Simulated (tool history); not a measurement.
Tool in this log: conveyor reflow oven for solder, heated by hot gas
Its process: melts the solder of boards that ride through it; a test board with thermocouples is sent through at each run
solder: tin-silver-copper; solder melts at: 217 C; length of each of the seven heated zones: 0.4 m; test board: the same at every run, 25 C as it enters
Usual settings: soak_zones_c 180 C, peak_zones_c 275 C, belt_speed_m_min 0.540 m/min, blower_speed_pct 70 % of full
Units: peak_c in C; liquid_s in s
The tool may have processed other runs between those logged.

Run 1, hour 0.0: usual settings. Result: peak_c 268.6 C, liquid_s 82.7 s.
Run 2, hour 23.5: usual settings. Result: peak_c 268.6 C, liquid_s 82.9 s.
Run 3, hour 48.9: usual settings. Result: peak_c 268.5 C, liquid_s 82.1 s.
Run 4, hour 67.9: usual settings. Result: peak_c 268.3 C, liquid_s 82.4 s.
Run 5, hour 83.4: usual settings but soak_zones_c 178 C. Result: peak_c 269.2 C, liquid_s 81.7 s.
At hour 103.6: thermocouples of zones 6 and 7 changed.
Run 6, hour 104.9: usual settings. Result: peak_c 266.8 C, liquid_s 81.4 s.
Run 7, hour 123.2: usual settings. Result: peak_c 267.1 C, liquid_s 81.7 s.
Run 8, hour 140.5: usual settings. Result: peak_c 266.3 C, liquid_s 81.8 s.
Run 9, hour 155.7: usual settings but peak_zones_c 283 C. Result: peak_c 274.5 C, liquid_s 85.7 s.
Run 10, hour 175.0: usual settings but peak_zones_c 283 C. Result: peak_c 275.0 C, liquid_s 85.4 s.
Run 11, hour 204.7: usual settings but soak_zones_c 185 C, peak_zones_c 277 C, belt_speed_m_min 0.486 m/min, blower_speed_pct 54 % of full. Result: peak_c 269.7 C, liquid_s 94.3 s.
Run 12, hour 220.7: usual settings but soak_zones_c 185 C, peak_zones_c 277 C, belt_speed_m_min 0.486 m/min, blower_speed_pct 54 % of full. Result: peak_c 269.7 C, liquid_s 95.4 s.
At hour 227.2: flux residue cleaned out of gas plates and filters.
Run 13, hour 257.1: usual settings but soak_zones_c 185 C, peak_zones_c 273 C, belt_speed_m_min 0.486 m/min, blower_speed_pct 54 % of full. Result: peak_c 265.4 C, liquid_s 92.5 s.
Run 14, hour 284.0: usual settings but soak_zones_c 185 C, peak_zones_c 273 C, belt_speed_m_min 0.486 m/min, blower_speed_pct 54 % of full. Result: peak_c 265.3 C, liquid_s 92.2 s.
Run 15, hour 309.6: usual settings but blower_speed_pct 59 % of full. Result: peak_c 264.6 C, liquid_s 80.1 s.
At hour 326.3: flux residue cleaned out of gas plates and filters, once more.
Run 16, hour 330.2: usual settings but soak_zones_c 191 C, peak_zones_c 267 C, belt_speed_m_min 0.457 m/min, blower_speed_pct 51 % of full. Result: peak_c 262.9 C, liquid_s 100.1 s.
Run 17, hour 355.3: usual settings but soak_zones_c 193 C, peak_zones_c 267 C, belt_speed_m_min 0.492 m/min, blower_speed_pct 51 % of full. Result: peak_c 260.9 C, liquid_s 93.4 s.
Run 18, hour 372.1: usual settings but soak_zones_c 193 C, peak_zones_c 271 C, belt_speed_m_min 0.457 m/min, blower_speed_pct 66 % of full. Result: peak_c 267.5 C, liquid_s 103.8 s.
Run 19, hour 403.4: usual settings but soak_zones_c 193 C, peak_zones_c 271 C, belt_speed_m_min 0.457 m/min, blower_speed_pct 66 % of full. Result: peak_c 267.2 C, liquid_s 103.1 s.
Run 20, hour 427.5: usual settings but soak_zones_c 193 C, peak_zones_c 271 C, belt_speed_m_min 0.457 m/min, blower_speed_pct 66 % of full. Result: peak_c 266.9 C, liquid_s 102.9 s.

5 options for the next run, each taken on its own from the tool as it stands now. Forecast them:
Run A, hour 454.6: usual settings but belt_speed_m_min 0.590 m/min. Result: peak_c ?, liquid_s ?.
Run B, hour 454.6: usual settings but belt_speed_m_min 0.490 m/min, blower_speed_pct 79 % of full. Result: peak_c ?, liquid_s ?.
Run C, hour 454.6: usual settings but soak_zones_c 193 C, peak_zones_c 282 C, belt_speed_m_min 0.569 m/min, blower_speed_pct 66 % of full. Result: peak_c ?, liquid_s ?.
Run D, hour 454.6: usual settings but blower_speed_pct 57 % of full. Result: peak_c ?, liquid_s ?.
Run E, hour 454.6: usual settings but soak_zones_c 188 C. Result: peak_c ?, liquid_s ?.

run  peak_c  liquid_s
  A   265.9      74.4
  B   270.1      92.4
  C   273.9      85.7
  D   266.3      80.9
  E   268.0      85.7
The same runs, with their run-to-run variation unchanged, on a tool lacking any hidden condition would have given:
run  peak_c  liquid_s
  A   265.8      73.2
  B   270.0      90.9
  C   273.7      84.2
  D   266.1      79.5
  E   267.8      84.3

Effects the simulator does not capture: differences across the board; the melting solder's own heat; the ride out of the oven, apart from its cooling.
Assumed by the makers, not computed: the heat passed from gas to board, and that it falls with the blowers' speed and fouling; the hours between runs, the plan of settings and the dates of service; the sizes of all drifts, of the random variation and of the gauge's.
